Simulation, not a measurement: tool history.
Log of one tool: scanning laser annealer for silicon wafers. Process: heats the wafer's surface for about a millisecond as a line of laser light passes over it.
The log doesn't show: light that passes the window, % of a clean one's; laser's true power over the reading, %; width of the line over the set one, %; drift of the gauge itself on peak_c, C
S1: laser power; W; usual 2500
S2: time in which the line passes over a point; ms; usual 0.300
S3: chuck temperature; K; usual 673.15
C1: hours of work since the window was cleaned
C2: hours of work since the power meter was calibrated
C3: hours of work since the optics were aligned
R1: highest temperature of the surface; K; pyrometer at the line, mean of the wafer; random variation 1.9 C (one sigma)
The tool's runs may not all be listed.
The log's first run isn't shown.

run 2 hour=14.2 | S1=2500 S2=0.300 S3=673.15 | C1=22 C2=194 C3=29 | R1=1419.15
run 3 hour=25.7 | S1=2500 S2=0.300 S3=666.15 | C1=27 C2=199 C3=34 | R1=1416.15
run 4 hour=37.6 | S1=2500 S2=0.300 S3=666.15 | C1=32 C2=204 C3=39 | R1=1416.15
run 5 hour=53.8 | S1=2500 S2=0.300 S3=701.15 | C1=38 C2=211 C3=45 | R1=1454.15
run 6 hour=67.8 | S1=2500 S2=0.300 S3=701.15 | C1=44 C2=216 C3=51 | R1=1450.15
run 7 hour=77.3 | S1=2500 S2=0.300 S3=701.15 | C1=48 C2=220 C3=55 | R1=1449.15
run 8 hour=86.8 | S1=2500 S2=0.300 S3=701.15 | C1=52 C2=224 C3=59 | R1=1447.15
run 9 hour=100.4 | S1=2500 S2=0.300 S3=701.15 | C1=57 C2=230 C3=64 | R1=1448.15
run 10 hour=114.0 | S1=2500 S2=0.300 S3=701.15 | C1=63 C2=235 C3=70 | R1=1449.15
run 11 hour=120.9 | S1=2500 S2=0.238 S3=701.15 | C1=66 C2=238 C3=73 | R1=1369.15
run 12 hour=133.1 | S1=2500 S2=0.313 S3=701.15 | C1=71 C2=243 C3=78 | R1=1467.15
run 13 hour=147.6 | S1=2500 S2=0.300 S3=673.15 | C1=77 C2=249 C3=84 | R1=1422.15
run 14 hour=163.7 | S1=2500 S2=0.300 S3=670.15 | C1=83 C2=256 C3=90 | R1=1417.15
run 15 hour=180.5 | S1=2500 S2=0.300 S3=670.15 | C1=90 C2=263 C3=97 | R1=1418.15
run 16 hour=192.4 | S1=2500 S2=0.300 S3=673.15 | C1=95 C2=268 C3=102 | R1=1418.15
run 17 hour=208.5 | S1=2500 S2=0.300 S3=705.15 | C1=102 C2=274 C3=109 | R1=1452.15
run 18 hour=219.7 | S1=2500 S2=0.300 S3=673.15 | C1=106 C2=279 C3=113 | R1=1418.15
run 19 hour=228.1 | S1=2500 S2=0.300 S3=673.15 | C1=110 C2=282 C3=117 | R1=1416.15
run 20 hour=241.8 | S1=2500 S2=0.300 S3=693.15 | C1=116 C2=288 C3=122 | R1=1441.15
run 21 hour=251.2 | S1=2500 S2=0.243 S3=673.15 | C1=119 C2=292 C3=126 | R1=1344.15
run 22 hour=265.4 | S1=2591 S2=0.332 S3=678.15 | C1=125 C2=298 C3=132 | R1=1493.15
run 23 hour=280.8 | S1=2588 S2=0.349 S3=642.15 | C1=132 C2=304 C3=138 | R1=1473.15
run 24 hour=294.1 | S1=2150 S2=0.232 S3=691.15 | C1=137 C2=309 C3=144 | R1=1245.15
run 25 hour=308.8 | S1=2615 S2=0.217 S3=673.15 | C1=143 C2=315 C3=150 | R1=1340.15
run 26 hour=324.7 | S1=2462 S2=0.254 S3=684.15 | C1=150 C2=322 C3=157 | R1=1360.15

Forecast run 27:
run 27 hour=335.2 | S1=2462 S2=0.265 S3=684.15 | C1=154 C2=326 C3=161 | R1=?

Run 27 gave R1 1373.15 K.
Without the tool's hidden state the same run would have given R1 1382.15 K.
